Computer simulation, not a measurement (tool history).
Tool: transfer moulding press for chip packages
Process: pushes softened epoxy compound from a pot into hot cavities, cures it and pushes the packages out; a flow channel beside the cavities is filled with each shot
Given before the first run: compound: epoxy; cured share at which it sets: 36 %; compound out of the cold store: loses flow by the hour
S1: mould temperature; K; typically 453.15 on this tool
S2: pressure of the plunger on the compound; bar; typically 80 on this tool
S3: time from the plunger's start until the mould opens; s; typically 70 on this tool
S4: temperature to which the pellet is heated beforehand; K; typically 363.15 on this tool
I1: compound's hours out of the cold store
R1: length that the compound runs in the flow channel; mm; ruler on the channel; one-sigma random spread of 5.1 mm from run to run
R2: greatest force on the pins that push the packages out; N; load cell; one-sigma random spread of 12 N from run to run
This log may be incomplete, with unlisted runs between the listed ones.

run	hour	S1	S2	S3	S4	I1	R1	R2
1	0	453.15	80	70	363.15	22.4	761	1030
2	15	453.15	80	70	363.15	16	772	1144
3	21.9	453.15	80	70	363.15	26.5	755	1163
# hour 24.9: cavities cleaned with cleaning compound and waxed
# hour 33.1: plunger's sealing rings changed
4	40.5	453.15	80	70	363.15	39.7	779	757
5	52.7	453.15	80	70	363.15	33.9	784	835
6	64.8	453.15	80	70	363.15	37.9	777	949
7	74.5	453.15	80	70	363.15	14.5	830	1077
8	89.9	453.15	80	70	363.15	37.7	768	1078
# hour 98.7: cavities cleaned with cleaning compound and waxed
9	102.1	453.15	80	70	363.15	11	829	649
10	113.1	453.15	80	70	363.15	35.3	780	706
11	123.5	453.15	80	70	363.15	9.6	830	911
12	132.7	453.15	86.1	70	363.15	28.2	824	959
13	147.8	453.15	86.1	70	363.15	37.5	795	1035
# hour 151.1: mould's thermocouples calibrated
14	159.1	453.15	86.1	70	363.15	27.3	816	1109
# hour 172.9: cavities cleaned with cleaning compound and waxed
15	174.8	453.15	86.1	70	363.15	10	866	607
16	190.7	453.15	80	97	356.15	47.9	741	571
17	202.4	451.15	79.5	96	362.15	36.7	767	641
# hour 207.5: mould's thermocouples calibrated, once more
18	212.5	451.15	88.1	96	362.15	40.3	801	680
19	221.9	451.15	88.1	96	362.15	13.6	851	733
20	231.6	453.15	80	79	370.15	10.4	823	898
21	243.8	447.15	98	70	363.15	28.4	868	1744
# hour 246.3: cavities cleaned with cleaning compound and waxed
22	255.5	447.15	98	70	360.15	35.7	867	1109
23	264.6	447.15	74.5	70	367.15	24.7	774	1226
24	271.9	450.15	65.3	61	357.15	31.8	700	1655
25	278.9	450.15	65.2	87	357.15	21.4	718	802
26	286.6	450.15	65.2	87	357.15	26.8	709	787
27	302.3	460.15	86.4	56	369.15	23.7	800	1257
28	312.9	456.15	73.5	56	369.15	26.6	730	1769
# hour 317.6: cavities cleaned with cleaning compound and waxed
29	328.4	456.15	73.5	56	369.15	13.1	757	1155

Below are 3 alternative next runs, each starting from the tool's condition after run 29. Predict each:
A	343	455.15	74.9	52	363.15	35.2	?	?
B	343	449.15	73.5	60	369.15	8.7	?	?
C	343	449.15	73.5	51	369.15	27	?	?

run	R1	R2
A	715	1768
B	778	1783
C	739	2478
What these runs would have given with no unlogged condition in the tool:
run	R1	R2
A	753	1132
B	819	1143
C	778	1584

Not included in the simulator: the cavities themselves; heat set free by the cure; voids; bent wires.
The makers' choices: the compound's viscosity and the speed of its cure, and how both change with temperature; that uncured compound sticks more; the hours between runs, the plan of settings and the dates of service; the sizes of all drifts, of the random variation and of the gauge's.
